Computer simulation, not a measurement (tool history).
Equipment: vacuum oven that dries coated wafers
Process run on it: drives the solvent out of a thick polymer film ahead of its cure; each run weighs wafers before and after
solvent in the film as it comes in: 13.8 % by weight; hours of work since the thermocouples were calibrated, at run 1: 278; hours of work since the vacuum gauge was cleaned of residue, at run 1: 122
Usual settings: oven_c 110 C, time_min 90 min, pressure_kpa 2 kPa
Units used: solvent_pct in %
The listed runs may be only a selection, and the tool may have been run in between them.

run	hour	oven_c	time_min	pressure_kpa	hours of work since the thermocouples were calibrated	hours of work since the vacuum gauge was cleaned of residue	solvent_pct
1	0	110	90	2	278	122	1.57
2	6.3	110	90	2	280	124	1.62
3	20.6	110	90	2	286	131	1.66
4	35	110	90	2	293	137	1.67
5	45.9	110	90	2	297	141	1.62
6	59	110	90	2	303	147	1.62
7	69.6	101	90	2	307	151	3.02
8	81.5	101	90	2	312	156	3.05
9	95.1	101	90	2	318	162	3.05
10	106.6	101	90	2	323	167	3.05
11	117.4	101	90	2	328	172	3.05
12	124.8	101	90	2	331	175	3.04
13	138.4	101	90	2	337	181	3.05
14	149.2	101	90	2	341	185	3.14
15	156	110	90	2	344	188	1.66
16	165.3	110	90	2	348	192	1.6
17	173.6	110	90	2	352	196	1.66
18	181.5	110	90	2	355	199	1.63
19	193.5	110	90	6.5	360	204	3.61
20	201.5	110	51	2	363	208	3.12
21	215.8	110	51	2	370	214	3.16
22	223.9	106	56	1.24	373	217	3.28
23	238.3	107	85	1.06	379	223	1.72
24	245.3	105	110	4.49	382	226	3.13
25	257.2	106	90	3.89	387	231	3.18
26	265.4	106	90	3.89	391	235	3.09
27	277	106	90	3.89	396	240	3.09
28	283	109	105	1.05	398	242	1.13
29	290.9	115	68	3.1	402	246	2.02
30	304.9	115	84	5.37	407	252	2.47
31	317.4	115	84	5.37	413	257	2.53
32	330.7	115	84	5.37	418	263	2.5
33	343.3	95	87	2	424	268	4.47
34	353.9	95	87	2	428	272	4.44
35	361.2	110	102	2.17	431	276	1.58
36	371.6	96	60	2.03	436	280	5.62
37	378.9	96	60	2.03	439	283	5.67
38	385.7	124	108	1.37	442	286	0.49
39	398.4	110	106	2.01	447	291	1.47
40	408.8	119	106	2.32	452	296	0.87

How would selected steps in solvent_pct from run to run divide? Give the signed amount a tool lacking its hidden state would still show from settings, what came in and random variation, and the signed amount left for the hidden state, including any gauge scatter that is not in both of the compared results.
Hidden conditions of the tool in this case: true wafer temperature over the reading, C; true pressure over the reading, kPa; drift of the gauge itself on solvent_pct, %.
Run 32 -> 33: oven_c 115 -> 95, time_min 84 -> 87, pressure_kpa 5.37 -> 2. solvent_pct +1.97 %: hidden state +0.08, all else +1.89.
Run 34 -> 35: oven_c 95 -> 110, time_min 87 -> 102, pressure_kpa 2 -> 2.17. solvent_pct -2.86 %: hidden state -0.08, all else -2.78.
Run 35 -> 36: oven_c 110 -> 96, time_min 102 -> 60, pressure_kpa 2.17 -> 2.03. solvent_pct +4.04 %: hidden state +0.07, all else +3.97.
Run 37 -> 38: oven_c 96 -> 124, time_min 60 -> 108, pressure_kpa 2.03 -> 1.37. solvent_pct -5.18 %: hidden state -0.14, all else -5.04.

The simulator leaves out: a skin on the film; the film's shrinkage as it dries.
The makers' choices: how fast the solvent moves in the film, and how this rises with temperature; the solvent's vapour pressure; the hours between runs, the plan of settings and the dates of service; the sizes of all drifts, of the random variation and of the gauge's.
